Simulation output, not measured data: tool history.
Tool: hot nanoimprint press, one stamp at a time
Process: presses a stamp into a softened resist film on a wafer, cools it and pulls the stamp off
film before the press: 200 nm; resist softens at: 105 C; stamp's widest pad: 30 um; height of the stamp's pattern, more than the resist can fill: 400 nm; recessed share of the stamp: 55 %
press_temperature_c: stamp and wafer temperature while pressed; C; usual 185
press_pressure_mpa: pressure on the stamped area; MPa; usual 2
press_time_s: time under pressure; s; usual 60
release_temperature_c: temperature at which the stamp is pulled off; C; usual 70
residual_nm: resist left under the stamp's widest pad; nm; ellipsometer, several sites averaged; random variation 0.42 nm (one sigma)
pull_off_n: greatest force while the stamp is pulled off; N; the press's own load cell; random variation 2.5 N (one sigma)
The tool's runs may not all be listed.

run	hour	press_temperature_c	press_pressure_mpa	press_time_s	release_temperature_c	residual_nm	pull_off_n
1	0	185	2	60	70	114.5	207
2	6.6	185	2	94	70	100	205
3	11.7	185	2	94	70	100.2	210
4	18	185	2	94	70	100.1	212
5	23.5	185	2	94	70	100.1	211
6	27.7	185	2	94	70	99.7	211
7	32.5	185	1.22	60	70	141.4	206
8	40.1	185	1.52	60	70	128.9	212
9	44.8	185	1.52	60	70	130	214
# hour 53.2: stamp cleaned and given a new release coat
10	57	185	1.52	60	70	129.5	178
11	63.4	185	2	60	56	115.4	217
12	69.5	185	2	60	56	115.5	216
13	77.9	185	2	60	56	114.4	220
14	84.3	185	2	60	56	115.8	223
15	93.7	185	2	60	70	115.7	184
16	98.6	188	2	71	70	102.3	183
17	107.3	177	1.58	91	56	134.4	221
18	114.1	191	1.91	72	67	97.3	196
19	120.2	194	1.91	88	67	86	191
20	124.8	175	2.72	101	64	106.6	204
21	129.7	178	2.72	101	65	100	201
22	138	185	2.15	36	59	127.4	214
23	146.5	185	2.22	53	70	114.1	189
24	150.9	185	2.22	53	70	114.3	187
25	155.1	176	2.36	71	70	124.4	189
26	160.2	173	2.36	92	70	124.2	191
27	168.5	173	2.36	92	70	124.2	191
28	172.5	173	2.23	92	67	127.8	199
29	179.9	173	1.2	85	65	160.8	201
30	188	180	1.2	91	75	141.6	178

4 ways to go on from here, each from the tool as it stands after run 30. What would each give?
A	196.5	185	2	42	70	?	?
B	196.5	180	1.3	94	62	?	?
C	196.5	189	1.41	91	59	?	?
D	196.5	175	2	60	64	?	?

run	residual_nm	pull_off_n
A	127.6	195
B	136.5	214
C	111	223
D	142.2	203
Without the tool's hidden state the same runs would have given:
run	residual_nm	pull_off_n
A	124.8	179
B	133.7	197
C	108.5	206
D	139.1	187
